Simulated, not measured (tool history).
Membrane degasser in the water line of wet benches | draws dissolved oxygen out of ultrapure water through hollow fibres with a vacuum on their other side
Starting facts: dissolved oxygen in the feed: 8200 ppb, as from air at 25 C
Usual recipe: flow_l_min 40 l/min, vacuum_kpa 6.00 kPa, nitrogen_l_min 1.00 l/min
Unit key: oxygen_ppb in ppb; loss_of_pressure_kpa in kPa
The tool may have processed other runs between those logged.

{"run": 1, "hour": 0.0, "flow_l_min": 40, "vacuum_kpa": 6.0, "nitrogen_l_min": 1.0, "oxygen_ppb": 236.9, "loss_of_pressure_kpa": 53.86}
{"run": 2, "hour": 36.9, "flow_l_min": 40, "vacuum_kpa": 6.0, "nitrogen_l_min": 1.0, "oxygen_ppb": 238.3, "loss_of_pressure_kpa": 53.74}
{"run": 3, "hour": 64.9, "flow_l_min": 40, "vacuum_kpa": 6.0, "nitrogen_l_min": 1.0, "oxygen_ppb": 233.3, "loss_of_pressure_kpa": 53.53}
{"run": 4, "hour": 111.7, "flow_l_min": 40, "vacuum_kpa": 6.0, "nitrogen_l_min": 1.0, "oxygen_ppb": 229.9, "loss_of_pressure_kpa": 53.99}
{"run": 5, "hour": 157.3, "flow_l_min": 40, "vacuum_kpa": 5.68, "nitrogen_l_min": 1.0, "oxygen_ppb": 208.5, "loss_of_pressure_kpa": 54.07}
{"run": 6, "hour": 203.3, "flow_l_min": 40, "vacuum_kpa": 5.68, "nitrogen_l_min": 1.0, "oxygen_ppb": 212.5, "loss_of_pressure_kpa": 54.04}
{"run": 7, "hour": 257.4, "flow_l_min": 40, "vacuum_kpa": 5.68, "nitrogen_l_min": 1.0, "oxygen_ppb": 211.2, "loss_of_pressure_kpa": 53.79}
{"run": 8, "hour": 297.0, "flow_l_min": 40, "vacuum_kpa": 9.12, "nitrogen_l_min": 1.0, "oxygen_ppb": 471.1, "loss_of_pressure_kpa": 53.95}
{"run": 9, "hour": 329.2, "flow_l_min": 40, "vacuum_kpa": 6.0, "nitrogen_l_min": 1.0, "oxygen_ppb": 238.4, "loss_of_pressure_kpa": 53.96}
{"run": 10, "hour": 388.9, "flow_l_min": 32, "vacuum_kpa": 6.0, "nitrogen_l_min": 1.0, "oxygen_ppb": 188.7, "loss_of_pressure_kpa": 42.89}
{"run": 11, "hour": 450.6, "flow_l_min": 32, "vacuum_kpa": 6.0, "nitrogen_l_min": 1.0, "oxygen_ppb": 192.4, "loss_of_pressure_kpa": 43.08}
{"run": 12, "hour": 505.0, "flow_l_min": 32, "vacuum_kpa": 6.0, "nitrogen_l_min": 1.0, "oxygen_ppb": 193.3, "loss_of_pressure_kpa": 43.09}
{"run": 13, "hour": 551.1, "flow_l_min": 40, "vacuum_kpa": 11.35, "nitrogen_l_min": 1.0, "oxygen_ppb": 632.6, "loss_of_pressure_kpa": 53.73}
{"run": 14, "hour": 578.7, "flow_l_min": 40, "vacuum_kpa": 11.35, "nitrogen_l_min": 1.0, "oxygen_ppb": 627.1, "loss_of_pressure_kpa": 53.78}
{"run": 15, "hour": 632.9, "flow_l_min": 40, "vacuum_kpa": 6.0, "nitrogen_l_min": 1.39, "oxygen_ppb": 182.1, "loss_of_pressure_kpa": 54.06}
{"run": 16, "hour": 668.5, "flow_l_min": 40, "vacuum_kpa": 6.0, "nitrogen_l_min": 1.39, "oxygen_ppb": 184.1, "loss_of_pressure_kpa": 53.94}
{"run": 17, "hour": 721.0, "flow_l_min": 40, "vacuum_kpa": 12.32, "nitrogen_l_min": 1.62, "oxygen_ppb": 486.2, "loss_of_pressure_kpa": 53.86}
{"run": 18, "hour": 770.8, "flow_l_min": 24, "vacuum_kpa": 6.0, "nitrogen_l_min": 2.02, "oxygen_ppb": 79.9, "loss_of_pressure_kpa": 32.23}
{"run": 19, "hour": 830.1, "flow_l_min": 40, "vacuum_kpa": 13.27, "nitrogen_l_min": 1.18, "oxygen_ppb": 670.2, "loss_of_pressure_kpa": 53.61}
{"run": 20, "hour": 871.8, "flow_l_min": 40, "vacuum_kpa": 6.72, "nitrogen_l_min": 0.68, "oxygen_ppb": 387.4, "loss_of_pressure_kpa": 53.94}
{"run": 21, "hour": 904.6, "flow_l_min": 44, "vacuum_kpa": 6.0, "nitrogen_l_min": 1.0, "oxygen_ppb": 262.6, "loss_of_pressure_kpa": 59.21}
{"run": 22, "hour": 947.0, "flow_l_min": 25, "vacuum_kpa": 6.0, "nitrogen_l_min": 2.87, "oxygen_ppb": 60.6, "loss_of_pressure_kpa": 33.75}
{"run": 23, "hour": 991.4, "flow_l_min": 31, "vacuum_kpa": 9.58, "nitrogen_l_min": 0.51, "oxygen_ppb": 663.5, "loss_of_pressure_kpa": 41.61}
{"run": 24, "hour": 1058.0, "flow_l_min": 31, "vacuum_kpa": 9.58, "nitrogen_l_min": 0.51, "oxygen_ppb": 661.0, "loss_of_pressure_kpa": 42.0}
{"run": 25, "hour": 1097.8, "flow_l_min": 31, "vacuum_kpa": 9.58, "nitrogen_l_min": 0.51, "oxygen_ppb": 660.2, "loss_of_pressure_kpa": 41.79}
{"run": 26, "hour": 1129.1, "flow_l_min": 53, "vacuum_kpa": 3.76, "nitrogen_l_min": 1.87, "oxygen_ppb": 88.7, "loss_of_pressure_kpa": 71.31}
{"run": 27, "hour": 1160.8, "flow_l_min": 57, "vacuum_kpa": 7.46, "nitrogen_l_min": 0.48, "oxygen_ppb": 754.6, "loss_of_pressure_kpa": 76.72}
{"run": 28, "hour": 1226.1, "flow_l_min": 57, "vacuum_kpa": 9.98, "nitrogen_l_min": 0.48, "oxygen_ppb": 1123.8, "loss_of_pressure_kpa": 76.86}
{"run": 29, "hour": 1269.0, "flow_l_min": 25, "vacuum_kpa": 8.63, "nitrogen_l_min": 1.0, "oxygen_ppb": 291.5, "loss_of_pressure_kpa": 34.0}
{"run": 30, "hour": 1333.9, "flow_l_min": 31, "vacuum_kpa": 6.0, "nitrogen_l_min": 0.45, "oxygen_ppb": 333.4, "loss_of_pressure_kpa": 41.78}
{"run": 31, "hour": 1380.2, "flow_l_min": 42, "vacuum_kpa": 4.56, "nitrogen_l_min": 0.85, "oxygen_ppb": 151.9, "loss_of_pressure_kpa": 56.74}
{"run": 32, "hour": 1425.6, "flow_l_min": 41, "vacuum_kpa": 11.82, "nitrogen_l_min": 0.46, "oxygen_ppb": 1137.6, "loss_of_pressure_kpa": 55.45}

3 ways to go on from here, each from the tool as it stands after run 32. What would each give?
{"run": "A", "hour": 1457.7, "flow_l_min": 46, "vacuum_kpa": 4.77, "nitrogen_l_min": 0.98, "oxygen_ppb": "?", "loss_of_pressure_kpa": "?"}
{"run": "B", "hour": 1457.7, "flow_l_min": 41, "vacuum_kpa": 10.18, "nitrogen_l_min": 0.46, "oxygen_ppb": "?", "loss_of_pressure_kpa": "?"}
{"run": "C", "hour": 1457.7, "flow_l_min": 25, "vacuum_kpa": 3.71, "nitrogen_l_min": 1.19, "oxygen_ppb": "?", "loss_of_pressure_kpa": "?"}

run=A oxygen_ppb=172.9 loss_of_pressure_kpa=62.35
run=B oxygen_ppb=937.3 loss_of_pressure_kpa=55.36
run=C oxygen_ppb=27.6 loss_of_pressure_kpa=33.51
Take away the tool's hidden state, keep each run's random variation, and the runs would have read:
run=A oxygen_ppb=165.5 loss_of_pressure_kpa=61.55
run=B oxygen_ppb=938.8 loss_of_pressure_kpa=54.65
run=C oxygen_ppb=24.2 loss_of_pressure_kpa=33.08
